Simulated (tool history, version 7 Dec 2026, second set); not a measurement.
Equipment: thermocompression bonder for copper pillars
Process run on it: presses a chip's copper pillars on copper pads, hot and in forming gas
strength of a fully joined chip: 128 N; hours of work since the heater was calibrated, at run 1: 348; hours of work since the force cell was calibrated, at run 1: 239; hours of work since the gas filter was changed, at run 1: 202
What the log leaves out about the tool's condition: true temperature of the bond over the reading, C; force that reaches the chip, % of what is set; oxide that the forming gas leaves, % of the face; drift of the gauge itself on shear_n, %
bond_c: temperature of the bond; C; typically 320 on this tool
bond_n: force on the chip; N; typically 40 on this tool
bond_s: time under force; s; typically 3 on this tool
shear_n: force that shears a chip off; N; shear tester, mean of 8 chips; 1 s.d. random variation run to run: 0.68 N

| run | hour | bond_c | bond_n | bond_s | hours of work since the heater was calibrated | hours of work since the force cell was calibrated | hours of work since the gas filter was changed | shear_n |
|---|---|---|---|---|---|---|---|---|
| 1 | 0 | 320 | 40 | 3 | 348 | 239 | 202 | 59.6 |
| 2 | 9.7 | 320 | 40 | 3 | 356 | 246 | 209 | 59.8 |
| 3 | 23.6 | 320 | 40 | 3 | 366 | 256 | 220 | 58.4 |
| 4 | 38 | 320 | 40 | 3 | 377 | 267 | 230 | 59.1 |
| 5 | 51.8 | 320 | 40 | 3 | 387 | 277 | 241 | 58.8 |
| 6 | 64.5 | 320 | 40 | 3 | 396 | 287 | 250 | 58.1 |
| 7 | 71.3 | 315 | 40 | 3 | 402 | 292 | 255 | 55.2 |
| 8 | 79.7 | 315 | 40 | 3 | 408 | 298 | 262 | 55.7 |
| 9 | 88.7 | 320 | 40 | 3 | 414 | 305 | 268 | 58.6 |
| 10 | 97.8 | 320 | 40 | 3 | 421 | 312 | 275 | 57.6 |
| 11 | 106.7 | 320 | 40 | 3 | 428 | 318 | 282 | 57.4 |
| 12 | 113.1 | 320 | 40 | 3 | 433 | 323 | 286 | 57.9 |
| 13 | 125.5 | 320 | 43 | 3 | 442 | 332 | 296 | 61.7 |
| 14 | 133.1 | 320 | 43 | 3 | 448 | 338 | 301 | 62 |
| 15 | 147.3 | 320 | 40 | 3 | 458 | 348 | 312 | 57.8 |
| 16 | 159.7 | 320 | 40 | 7 | 467 | 358 | 321 | 75.4 |
| 17 | 171.4 | 306 | 40 | 7 | 476 | 366 | 330 | 64.9 |
| 18 | 183.7 | 320 | 40 | 3 | 485 | 375 | 339 | 56.3 |
| 19 | 197 | 320 | 40 | 3 | 495 | 385 | 349 | 56 |
| 20 | 206.4 | 320 | 40 | 3 | 502 | 392 | 356 | 55.5 |
|  | 209.2 | heater calibrated with a thermocouple chip |
| 21 | 221.9 | 320 | 40 | 3 | 9 | 402 | 366 | 53 |
| 22 | 228.2 | 320 | 40 | 2 | 14 | 407 | 371 | 45.1 |
| 23 | 242.6 | 300 | 40 | 5 | 25 | 418 | 381 | 49.2 |
|  | 251 | heater calibrated with a thermocouple chip, once more |
| 24 | 258.7 | 299 | 37 | 4 | 6 | 428 | 392 | 47.3 |
| 25 | 265.7 | 342 | 44 | 3 | 11 | 433 | 397 | 78.7 |
| 26 | 277.9 | 342 | 44 | 3 | 20 | 443 | 406 | 78.1 |
| 27 | 292.4 | 342 | 44 | 3 | 31 | 453 | 417 | 77.4 |
| 28 | 299.5 | 342 | 44 | 3 | 36 | 459 | 422 | 78.1 |
| 29 | 307.5 | 342 | 44 | 3 | 42 | 465 | 428 | 78.5 |
| 30 | 321 | 293 | 49 | 4 | 52 | 475 | 438 | 58.7 |
| 31 | 329.5 | 311 | 36 | 2 | 58 | 481 | 445 | 39.8 |
|  | 340.5 | forming gas filter changed |
| 32 | 340.5 | 345 | 25 | 5 | 66 | 489 | 0 | 61.9 |
| 33 | 352.9 | 345 | 51 | 5 | 75 | 498 | 9 | 106.4 |
| 34 | 359.8 | 320 | 33 | 2 | 81 | 503 | 14 | 45.9 |
| 35 | 371.7 | 318 | 31 | 3 | 89 | 512 | 23 | 47.2 |
| 36 | 386 | 318 | 31 | 3 | 100 | 523 | 34 | 48 |
| 37 | 399.2 | 345 | 48 | 3 | 110 | 533 | 44 | 92.4 |
| 38 | 408.5 | 320 | 40 | 3 | 117 | 539 | 51 | 62.8 |
| 39 | 422.2 | 320 | 40 | 3 | 127 | 550 | 61 | 62.9 |
| 40 | 436.1 | 292 | 26 | 2 | 137 | 560 | 71 | 22 |
| 41 | 444 | 314 | 59 | 4 | 143 | 566 | 77 | 89.9 |

Hidden condition of the tool, last listed run before each entry between runs versus first listed run after:
Run 20 -> run 21: heater calibrated with a thermocouple chip (hour 209.2)
  true temperature of the bond over the reading, C: -6.7 -> -10.8; oxide that the forming gas leaves, % of the face: 9.03 -> 9.28
  difference, measured minus the result without the unlogged condition, shear_n: -10.4 -> -13.2 N
Run 23 -> run 24: heater calibrated with a thermocouple chip, once more (hour 251)
  true temperature of the bond over the reading, C: -11.1 -> -0.3; force that reaches the chip, % of what is set: 98.9 -> 98.8; oxide that the forming gas leaves, % of the face: 9.65 -> 9.9
  difference, measured minus the result without the unlogged condition, shear_n: -13.5 -> -5.7 N
Run 31 -> run 32: forming gas filter changed (hour 340.5)
  true temperature of the bond over the reading, C: -1.1 -> -1.2; oxide that the forming gas leaves, % of the face: 11.15 -> 0.54
  difference, measured minus the result without the unlogged condition, shear_n: -6.1 -> -1.6 N

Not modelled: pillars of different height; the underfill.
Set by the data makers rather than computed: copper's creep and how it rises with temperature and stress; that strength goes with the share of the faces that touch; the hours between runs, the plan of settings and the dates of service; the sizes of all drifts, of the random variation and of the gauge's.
